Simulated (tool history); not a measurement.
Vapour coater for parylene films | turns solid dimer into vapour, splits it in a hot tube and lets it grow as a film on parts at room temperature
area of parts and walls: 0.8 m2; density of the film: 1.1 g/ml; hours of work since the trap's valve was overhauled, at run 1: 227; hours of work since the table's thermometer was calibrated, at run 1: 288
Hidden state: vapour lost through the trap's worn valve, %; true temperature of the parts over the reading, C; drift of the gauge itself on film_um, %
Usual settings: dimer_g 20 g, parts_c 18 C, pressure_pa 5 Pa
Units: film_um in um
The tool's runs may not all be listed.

run	hour	dimer_g	parts_c	pressure_pa	hours of work since the trap's valve was overhauled	hours of work since the table's thermometer was calibrated	film_um
1	0	20	18	5	227	288	11.29
2	14.2	20	10	5	235	296	13.91
3	28.8	20	10	5	242	304	13.97
4	41.3	20	10	5	249	310	14.15
5	53.5	20	10	5	255	316	13.85
6	65	20	10	5	261	322	14.14
7	76	20	25	5	267	328	9.12
8	85.7	20	18	10.85	272	333	10.33
9	94.1	31	18	3.17	276	338	17.52

Forecast run 10:
10	109.4	31	18	3.17	284	346	?

Run 10 gave film_um 17.83 um.
Without the tool's hidden state the same run would have given film_um 19.76 um.
